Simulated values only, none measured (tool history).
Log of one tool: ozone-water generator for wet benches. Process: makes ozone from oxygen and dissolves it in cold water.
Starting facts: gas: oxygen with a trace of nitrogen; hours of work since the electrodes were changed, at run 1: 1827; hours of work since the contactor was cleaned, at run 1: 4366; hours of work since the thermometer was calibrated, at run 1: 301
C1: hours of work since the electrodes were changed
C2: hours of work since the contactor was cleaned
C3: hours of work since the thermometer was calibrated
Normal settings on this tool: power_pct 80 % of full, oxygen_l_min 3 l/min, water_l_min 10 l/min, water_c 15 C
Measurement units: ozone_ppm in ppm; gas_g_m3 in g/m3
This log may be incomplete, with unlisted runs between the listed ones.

{"run": 1, "hour": 0.0, "power_pct": 80, "oxygen_l_min": 3, "water_l_min": 10, "water_c": 15, "C1": 1827, "C2": 4366, "C3": 301, "ozone_ppm": 15.7, "gas_g_m3": 184.7}
{"run": 2, "hour": 36.9, "power_pct": 80, "oxygen_l_min": 3, "water_l_min": 10, "water_c": 15, "C1": 1857, "C2": 4395, "C3": 331, "ozone_ppm": 16.1, "gas_g_m3": 183.4}
{"run": 3, "hour": 107.5, "power_pct": 80, "oxygen_l_min": 3, "water_l_min": 10, "water_c": 15, "C1": 1913, "C2": 4452, "C3": 387, "ozone_ppm": 15.9, "gas_g_m3": 183.8}
{"run": 4, "hour": 164.7, "power_pct": 80, "oxygen_l_min": 3, "water_l_min": 10, "water_c": 15, "C1": 1959, "C2": 4497, "C3": 433, "ozone_ppm": 15.9, "gas_g_m3": 184.2}
{"run": 5, "hour": 221.6, "power_pct": 80, "oxygen_l_min": 3, "water_l_min": 10, "water_c": 15, "C1": 2004, "C2": 4543, "C3": 478, "ozone_ppm": 15.9, "gas_g_m3": 181.2}
{"run": 6, "hour": 263.3, "power_pct": 80, "oxygen_l_min": 3, "water_l_min": 10, "water_c": 16, "C1": 2037, "C2": 4576, "C3": 512, "ozone_ppm": 15.7, "gas_g_m3": 180.5}
{"run": 7, "hour": 300.2, "power_pct": 80, "oxygen_l_min": 3, "water_l_min": 10, "water_c": 16, "C1": 2067, "C2": 4606, "C3": 541, "ozone_ppm": 15.7, "gas_g_m3": 183.4}
{"run": 8, "hour": 360.7, "power_pct": 80, "oxygen_l_min": 3, "water_l_min": 10, "water_c": 20, "C1": 2115, "C2": 4654, "C3": 590, "ozone_ppm": 14.7, "gas_g_m3": 182.6}
{"run": 9, "hour": 411.5, "power_pct": 80, "oxygen_l_min": 3, "water_l_min": 10, "water_c": 20, "C1": 2156, "C2": 4695, "C3": 630, "ozone_ppm": 14.6, "gas_g_m3": 180.9}
{"run": 10, "hour": 497.5, "power_pct": 80, "oxygen_l_min": 3, "water_l_min": 10, "water_c": 20, "C1": 2225, "C2": 4763, "C3": 699, "ozone_ppm": 14.4, "gas_g_m3": 180.7}
{"run": 11, "hour": 549.9, "power_pct": 80, "oxygen_l_min": 3, "water_l_min": 10, "water_c": 20, "C1": 2267, "C2": 4805, "C3": 741, "ozone_ppm": 14.6, "gas_g_m3": 180.8}
{"run": 12, "hour": 604.4, "power_pct": 80, "oxygen_l_min": 3, "water_l_min": 10, "water_c": 20, "C1": 2310, "C2": 4849, "C3": 784, "ozone_ppm": 14.4, "gas_g_m3": 179.6}
{"run": 13, "hour": 643.4, "power_pct": 80, "oxygen_l_min": 3, "water_l_min": 10, "water_c": 15, "C1": 2341, "C2": 4880, "C3": 816, "ozone_ppm": 15.6, "gas_g_m3": 180.5}
{"run": 14, "hour": 690.7, "power_pct": 80, "oxygen_l_min": 3, "water_l_min": 10, "water_c": 15, "C1": 2379, "C2": 4918, "C3": 853, "ozone_ppm": 15.7, "gas_g_m3": 181.2}
{"run": 15, "hour": 770.1, "power_pct": 80, "oxygen_l_min": 3, "water_l_min": 10, "water_c": 15, "C1": 2443, "C2": 4981, "C3": 917, "ozone_ppm": 15.5, "gas_g_m3": 178.9}
{"run": 16, "hour": 846.0, "power_pct": 63, "oxygen_l_min": 3, "water_l_min": 10, "water_c": 15, "C1": 2503, "C2": 5042, "C3": 978, "ozone_ppm": 12.6, "gas_g_m3": 149.2}
{"run": 17, "hour": 921.4, "power_pct": 63, "oxygen_l_min": 3, "water_l_min": 10, "water_c": 15, "C1": 2564, "C2": 5102, "C3": 1038, "ozone_ppm": 12.9, "gas_g_m3": 148}
{"run": 18, "hour": 984.7, "power_pct": 80, "oxygen_l_min": 2.03, "water_l_min": 10, "water_c": 15, "C1": 2614, "C2": 5153, "C3": 1088, "ozone_ppm": 13.9, "gas_g_m3": 202.6}
{"run": 19, "hour": 1070.0, "power_pct": 67, "oxygen_l_min": 2.53, "water_l_min": 12, "water_c": 8, "C1": 2682, "C2": 5221, "C3": 1157, "ozone_ppm": 11.5, "gas_g_m3": 163.8}
{"run": 20, "hour": 1140.5, "power_pct": 75, "oxygen_l_min": 3, "water_l_min": 7, "water_c": 15, "C1": 2739, "C2": 5277, "C3": 1213, "ozone_ppm": 19.9, "gas_g_m3": 169.2}
{"run": 21, "hour": 1198.8, "power_pct": 75, "oxygen_l_min": 3, "water_l_min": 7, "water_c": 15, "C1": 2785, "C2": 5324, "C3": 1260, "ozone_ppm": 20.2, "gas_g_m3": 169.6}

Run 22, settings as shown, results not yet in. Your forecast:
{"run": 22, "hour": 1248.9, "power_pct": 75, "oxygen_l_min": 3, "water_l_min": 7, "water_c": 15, "C1": 2825, "C2": 5364, "C3": 1300, "ozone_ppm": "?", "gas_g_m3": "?"}

{"run 22": {"ozone_ppm": 19.5, "gas_g_m3": 170.8}}
With no hidden state in the tool, this same run would have given ozone_ppm 22.6 ppm, gas_g_m3 181.5 g/m3.
